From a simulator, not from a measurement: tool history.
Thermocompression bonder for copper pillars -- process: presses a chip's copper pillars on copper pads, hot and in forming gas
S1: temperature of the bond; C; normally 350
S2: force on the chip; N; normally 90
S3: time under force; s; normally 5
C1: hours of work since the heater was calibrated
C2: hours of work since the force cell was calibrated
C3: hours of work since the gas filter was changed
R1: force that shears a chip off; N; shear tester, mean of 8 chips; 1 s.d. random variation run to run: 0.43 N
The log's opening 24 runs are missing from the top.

run 25 hour=432.2 | S1=326 S2=90 S3=4 | C1=741 C2=468 C3=120 | R1=63.2
run 26 hour=448.9 | S1=350 S2=90 S3=3 | C1=753 C2=480 C3=132 | R1=68.9
run 27 hour=473.7 | S1=350 S2=119 S3=5 | C1=770 C2=497 C3=149 | R1=91.7
run 28 hour=485.1 | S1=363 S2=108 S3=5 | C1=778 C2=506 C3=157 | R1=95
run 29 hour=504.9 | S1=376 S2=67 S3=5 | C1=792 C2=520 C3=171 | R1=82.1
run 30 hour=519.6 | S1=359 S2=86 S3=14 | C1=803 C2=530 C3=182 | R1=109.4
run 31 hour=530.4 | S1=359 S2=86 S3=14 | C1=810 C2=537 C3=189 | R1=108.6
run 32 hour=546.7 | S1=359 S2=86 S3=14 | C1=822 C2=549 C3=201 | R1=108.8
run 33 hour=560.9 | S1=373 S2=86 S3=8 | C1=832 C2=559 C3=211 | R1=101.7
run 34 hour=582 | S1=347 S2=105 S3=14 | C1=847 C2=574 C3=226 | R1=111.9
run 35 hour=600.6 | S1=347 S2=105 S3=14 | C1=860 C2=587 C3=239 | R1=110.4
run 36 hour=614.4 | S1=349 S2=80 S3=13 | C1=869 C2=597 C3=248 | R1=99.8
run 37 hour=637.2 | S1=320 S2=66 S3=3 | C1=886 C2=613 C3=265 | R1=44
run 38 hour=658 | S1=350 S2=55 S3=5 | C1=900 C2=628 C3=279 | R1=61.6

Forecast run 39:
run 39 hour=679.7 | S1=350 S2=55 S3=5 | C1=916 C2=643 C3=294 | R1=?

{"run 39": {"R1": 61.6}}
Minus the tool's unlogged condition, the same run would have read R1 63.5 N.

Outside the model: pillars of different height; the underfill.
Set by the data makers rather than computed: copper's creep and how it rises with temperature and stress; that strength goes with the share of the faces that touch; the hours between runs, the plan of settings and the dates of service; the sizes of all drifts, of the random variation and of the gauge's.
